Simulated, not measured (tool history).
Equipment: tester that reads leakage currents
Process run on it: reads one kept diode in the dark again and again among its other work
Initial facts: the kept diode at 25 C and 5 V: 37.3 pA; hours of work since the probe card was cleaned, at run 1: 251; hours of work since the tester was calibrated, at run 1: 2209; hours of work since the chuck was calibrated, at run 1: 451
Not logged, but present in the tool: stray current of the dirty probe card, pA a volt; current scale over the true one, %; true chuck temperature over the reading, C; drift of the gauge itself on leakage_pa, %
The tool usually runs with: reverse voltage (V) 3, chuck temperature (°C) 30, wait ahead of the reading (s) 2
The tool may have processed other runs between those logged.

run	hour	reverse voltage (V)	chuck temperature (°C)	wait ahead of the reading (s)	hours of work since the probe card was cleaned	hours of work since the tester was calibrated	hours of work since the chuck was calibrated	current that the tester gives (pA)
1	0	3	30	2	251	2209	451	39.11
2	52.8	3	30	2	290	2249	491	38.68
3	136	3	30	2	352	2311	553	38.6
4	184.1	3	30	2	388	2347	589	38.5
5	223.1	3	30	2	418	2376	618	38
6	282.8	14.52	30	2	462	2421	663	87.28
7	356.7	14.52	30	2	518	2476	718	87.06
8	444.4	3	30	0.38	583	2542	784	39.27
9	502.7	3	30	7.4	627	2586	827	37.08
10	590.2	3	30	7.4	692	2651	893	36.68
11	661.3	3	30	7.4	746	2704	946	36.57
12	719.3	3.28	30	1.02	789	2748	989	38.87
13	786	2.07	30	2	839	2798	1039	29.9
14	863.9	3	32	5.15	897	2856	1098	41.49
# hour 917.7: chuck's temperature calibrated
15	924.9	3	32	5.15	941	2900	5	48.39
16	1006.3	3	26	3.54	1002	2961	66	31.75
17	1060.5	3	26	3.54	1043	3002	107	31.61
18	1139.8	3.97	30	2	1102	3061	166	48.65
19	1225.3	3.97	25	2	1166	3125	230	34.19
20	1281.5	6.35	25	3.68	1208	3167	272	43.63
21	1323.4	3	28	2.33	1240	3199	304	35.98
22	1404	8.48	21	8.44	1300	3259	364	38.78

The same runs without the tool's hidden state, with the same run-to-run variation:
run	current that the tester gives (pA)
1	42.32
2	42.03
3	42.22
4	42.27
5	41.86
6	94.72
7	94.86
8	43.86
9	41.84
10	41.66
11	41.77
12	44.46
13	34.66
14	48.28
15	47.98
16	31.27
17	31.26
18	48.67
19	33.82
20	42.67
21	36.46
22	36.55
